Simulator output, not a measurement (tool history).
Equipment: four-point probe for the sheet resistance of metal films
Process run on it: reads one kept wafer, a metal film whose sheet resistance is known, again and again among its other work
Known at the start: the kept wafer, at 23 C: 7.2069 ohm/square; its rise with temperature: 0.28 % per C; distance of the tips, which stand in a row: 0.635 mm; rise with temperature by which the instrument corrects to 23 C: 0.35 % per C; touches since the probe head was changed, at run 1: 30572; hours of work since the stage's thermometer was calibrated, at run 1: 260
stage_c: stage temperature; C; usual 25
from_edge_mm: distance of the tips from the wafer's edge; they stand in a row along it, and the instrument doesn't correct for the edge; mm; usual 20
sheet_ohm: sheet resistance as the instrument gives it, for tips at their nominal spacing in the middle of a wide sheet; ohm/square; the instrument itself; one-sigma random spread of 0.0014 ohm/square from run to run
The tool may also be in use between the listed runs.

| run | hour | stage_c | from_edge_mm | touches since the probe head was changed | hours of work since the stage's thermometer was calibrated | sheet_ohm |
|---|---|---|---|---|---|---|
| 1 | 0 | 25 | 20 | 30572 | 260 | 7.247003 |
| 2 | 14 | 19 | 20 | 31128 | 268 | 7.27611 |
| 3 | 47.3 | 35 | 20 | 32443 | 285 | 7.198395 |
| 4 | 63.6 | 35 | 20 | 33090 | 293 | 7.201814 |
| 5 | 82.2 | 35 | 20 | 33827 | 302 | 7.202232 |
| 6 | 102.6 | 25 | 20 | 34635 | 313 | 7.249646 |
|  | 105.3 | stage's thermometer calibrated |
| 7 | 136.7 | 25 | 6 | 35963 | 16 | 7.288765 |
| 8 | 163.8 | 18 | 22 | 37035 | 30 | 7.284419 |
| 9 | 185.8 | 25 | 46 | 37907 | 41 | 7.243268 |
| 10 | 210.7 | 25 | 46 | 38891 | 54 | 7.247367 |
| 11 | 230 | 25 | 46 | 39657 | 64 | 7.246947 |
| 12 | 261.5 | 25 | 46 | 40903 | 80 | 7.249993 |
|  | 270.1 | stage's thermometer calibrated, once more |
| 13 | 279.8 | 25 | 46 | 41607 | 5 | 7.2535 |

5 ways to go on from here, each from the tool as it stands after run 13. What would each give?
| A | 300.3 | 27 | 4 | 42420 | 15 | ? |
| B | 300.3 | 33 | 20 | 42420 | 15 | ? |
| C | 300.3 | 23 | 6 | 42420 | 15 | ? |
| D | 300.3 | 18 | 4 | 42420 | 15 | ? |
| E | 300.3 | 30 | 21 | 42420 | 15 | ? |

| run | sheet_ohm |
|---|---|
| A | 7.344809 |
| B | 7.22128 |
| C | 7.306946 |
| D | 7.388065 |
| E | 7.233484 |
What these runs would have given with no unlogged condition in the tool:
| run | sheet_ohm |
|---|---|
| A | 7.287018 |
| B | 7.164442 |
| C | 7.249395 |
| D | 7.329877 |
| E | 7.176532 |

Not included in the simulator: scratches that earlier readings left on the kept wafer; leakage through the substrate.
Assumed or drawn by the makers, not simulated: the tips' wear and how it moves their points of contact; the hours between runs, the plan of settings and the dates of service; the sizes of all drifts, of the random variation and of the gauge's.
